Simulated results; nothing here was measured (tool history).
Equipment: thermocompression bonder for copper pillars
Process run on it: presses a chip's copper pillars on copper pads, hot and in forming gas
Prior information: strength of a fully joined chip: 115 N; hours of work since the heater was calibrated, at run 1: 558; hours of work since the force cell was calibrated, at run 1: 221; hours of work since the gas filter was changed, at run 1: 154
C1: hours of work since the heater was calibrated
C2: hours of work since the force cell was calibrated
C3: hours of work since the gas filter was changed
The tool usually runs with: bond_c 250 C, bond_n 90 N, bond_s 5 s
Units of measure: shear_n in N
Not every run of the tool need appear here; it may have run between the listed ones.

Run 1, hour 0: usual settings; C1 558; C2 221; C3 154. Result: shear_n 47 N.
Run 2, hour 10.3: usual settings; C1 565; C2 228; C3 161. Result: shear_n 47.6 N.
Run 3, hour 21: usual settings; C1 572; C2 236; C3 169. Result: shear_n 47.4 N.
Run 4, hour 29.6: usual settings; C1 578; C2 242; C3 175. Result: shear_n 46.1 N.
At hour 33: heater calibrated with a thermocouple chip.
Run 5, hour 45.4: usual settings; C1 9; C2 251; C3 184. Result: shear_n 48.2 N.
Run 6, hour 57.1: usual settings but bond_c 264 C; C1 17; C2 259; C3 192. Result: shear_n 54.8 N.
Run 7, hour 71.9: usual settings; C1 27; C2 270; C3 203. Result: shear_n 48 N.
Run 8, hour 82.7: usual settings; C1 35; C2 277; C3 210. Result: shear_n 48.4 N.
At hour 88: heater calibrated with a thermocouple chip, once more.
Run 9, hour 99.4: usual settings but bond_c 252 C, bond_n 65 N, bond_s 3 s; C1 8; C2 287; C3 220. Result: shear_n 30.7 N.
Run 10, hour 108: usual settings but bond_c 231 C, bond_n 65 N, bond_s 3 s; C1 14; C2 293; C3 226. Result: shear_n 23.6 N.

For run 11, what comes out?
Run 11, hour 122.3: usual settings but bond_c 231 C, bond_n 65 N, bond_s 3 s; C1 24; C2 303; C3 236. Result: shear_n ?.

shear_n: 23.8 N
On a tool with no hidden condition, and with the same random variation, this run would have come out at shear_n 25.2 N.

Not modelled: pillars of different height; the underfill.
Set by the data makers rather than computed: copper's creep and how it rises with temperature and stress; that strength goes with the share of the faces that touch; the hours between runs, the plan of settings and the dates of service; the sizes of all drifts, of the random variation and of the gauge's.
